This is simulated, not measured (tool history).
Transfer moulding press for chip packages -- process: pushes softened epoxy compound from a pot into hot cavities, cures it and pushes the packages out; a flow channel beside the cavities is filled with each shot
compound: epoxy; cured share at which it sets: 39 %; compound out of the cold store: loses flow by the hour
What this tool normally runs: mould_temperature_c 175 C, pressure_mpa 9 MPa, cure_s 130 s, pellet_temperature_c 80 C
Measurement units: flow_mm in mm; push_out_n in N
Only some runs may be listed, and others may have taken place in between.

run   hour  mould_temperature_c  pressure_mpa  cure_s  pellet_temperature_c  incoming compound's hours out of the cold store  flow_mm  push_out_n
  1      0                  175             9     130                    80                                              9.1      992         377
  2   29.5                  175             9     130                    80                                             40.2      905         531
  3   64.8                  175             9     130                    80                                              9.1      977         639
  4   92.7                  175             9     130                    80                                             17.4      948         662
       117  -- cavities cleaned with cleaning compound and waxed
  5  132.1                  175             9     130                    76                                             37.3      910         475
     172.1  -- plunger's sealing rings changed
  6  175.7                  175             9     130                    80                                             25.1      969         648
  7  214.5                  175             9     130                    80                                             45.9      913         672
     236.5  -- cavities cleaned with cleaning compound and waxed
  8    260                  175             9     130                    80                                             35.7      932         505
  9  287.2                  175             9     130                    80                                              8.2      985         577
 10  309.5                  175             9     130                    80                                             32.3      922         652
 11    331                  175             9     130                    80                                             33.4      922         674
     353.7  -- cavities cleaned with cleaning compound and waxed
 12  369.3                  175             9     130                    80                                             25.8      919         495
 13    412                  178          8.91     130                    80                                             22.4      917         630
     428.9  -- plunger's sealing rings changed
 14  435.2                  178          8.91     130                    80                                             45.7      909         632
 15  461.8                  175             9     160                    73                                             35.6      928         668
     472.1  -- cavities cleaned with cleaning compound and waxed
 16  500.4                  175             9     164                    71                                             27.4      952         520
 17  520.7                  177             9     130                    72                                             17.4      963         598
 18  550.8                  170         10.59     144                    86                                             37.2     1010         650
     590.8  -- cavities cleaned with cleaning compound and waxed
 19  591.3                  170         10.59     144                    86                                               13     1055         405
 20  615.8                  170         10.59     144                    86                                             18.7     1042         533
 21  638.8                  175         10.33     145                    80                                              8.1     1027         552

Below are 3 alternative next runs, each starting from the tool's condition after run 21. Predict each:
     674.5  -- mould's thermocouples calibrated
  A  682.3                  179         10.33     145                    84                                             29.1        ?           ?
     674.5  -- mould's thermocouples calibrated
  B  682.3                  175         10.27     145                    80                                             17.3        ?           ?
     674.5  -- mould's thermocouples calibrated
  C  682.3                  175          9.72     145                    85                                             34.8        ?           ?

run  flow_mm  push_out_n
  A      969         646
  B     1010         662
  C      940         674
With the hidden condition removed and each run's random variation left untouched, the same runs would have given:
run  flow_mm  push_out_n
  A     1016         358
  B     1059         365
  C      986         372

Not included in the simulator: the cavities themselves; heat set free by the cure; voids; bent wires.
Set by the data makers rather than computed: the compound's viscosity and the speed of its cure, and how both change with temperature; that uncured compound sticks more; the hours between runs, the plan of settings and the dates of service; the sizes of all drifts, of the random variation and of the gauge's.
